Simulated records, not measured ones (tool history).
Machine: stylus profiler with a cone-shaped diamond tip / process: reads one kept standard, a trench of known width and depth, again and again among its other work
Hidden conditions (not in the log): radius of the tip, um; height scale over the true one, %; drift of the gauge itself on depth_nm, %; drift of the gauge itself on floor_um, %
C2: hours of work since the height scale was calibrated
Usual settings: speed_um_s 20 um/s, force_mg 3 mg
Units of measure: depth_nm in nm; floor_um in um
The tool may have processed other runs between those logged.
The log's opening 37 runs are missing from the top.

Run 38, hour 3075.1: usual settings but speed_um_s 11 um/s, force_mg 1.41 mg; scans with this tip 21883; C2 819. Result: depth_nm 503.68 nm, floor_um 26.26 um.
Run 39, hour 3147.9: usual settings but speed_um_s 6 um/s, force_mg 1.41 mg; scans with this tip 22098; C2 863. Result: depth_nm 503.85 nm, floor_um 26.27 um.
Run 40, hour 3205.7: usual settings but speed_um_s 6 um/s, force_mg 1.41 mg; scans with this tip 22269; C2 898. Result: depth_nm 503.94 nm, floor_um 26.18 um.
Run 41, hour 3284.4: usual settings but speed_um_s 12 um/s, force_mg 7.2 mg; scans with this tip 22501; C2 946. Result: depth_nm 508.01 nm, floor_um 26.25 um.
Run 42, hour 3330.8: usual settings but speed_um_s 17 um/s; scans with this tip 22639; C2 974. Result: depth_nm 505.49 nm, floor_um 26.27 um.
At hour 3437: height scale calibrated on a step standard.
Run 43, hour 3437.2: usual settings but speed_um_s 17 um/s; scans with this tip 22952; C2 0. Result: depth_nm 503.01 nm, floor_um 26.23 um.
Run 44, hour 3533.1: usual settings but speed_um_s 17 um/s; scans with this tip 23236; C2 58. Result: depth_nm 503.18 nm, floor_um 26.25 um.
Run 45, hour 3592.4: usual settings but speed_um_s 6 um/s, force_mg 7.04 mg; scans with this tip 23411; C2 94. Result: depth_nm 505.5 nm, floor_um 26.26 um.
Run 46, hour 3702.7: usual settings but speed_um_s 8 um/s, force_mg 2.53 mg; scans with this tip 23737; C2 160. Result: depth_nm 503.05 nm, floor_um 26.2 um.
Run 47, hour 3770.4: usual settings but speed_um_s 42 um/s, force_mg 3.53 mg; scans with this tip 23937; C2 201. Result: depth_nm 504.03 nm, floor_um 26.15 um.

What if the next run were any one of these 3? Each begins from the tool's condition after run 47:
Run A, hour 3871.4: usual settings but speed_um_s 25 um/s; scans with this tip 24236; C2 262. Result: depth_nm ?, floor_um ?.
Run B, hour 3871.4: usual settings but speed_um_s 59 um/s, force_mg 8.1 mg; scans with this tip 24236; C2 262. Result: depth_nm ?, floor_um ?.
Run C, hour 3871.4: usual settings but speed_um_s 39 um/s; scans with this tip 24236; C2 262. Result: depth_nm ?, floor_um ?.

run  depth_nm  floor_um
  A    503.81     26.19
  B    506.85     26.16
  C     503.7     26.17
Without the tool's hidden state the same runs would have given:
run  depth_nm  floor_um
  A    503.27     26.95
  B     506.3     26.92
  C    503.16     26.94

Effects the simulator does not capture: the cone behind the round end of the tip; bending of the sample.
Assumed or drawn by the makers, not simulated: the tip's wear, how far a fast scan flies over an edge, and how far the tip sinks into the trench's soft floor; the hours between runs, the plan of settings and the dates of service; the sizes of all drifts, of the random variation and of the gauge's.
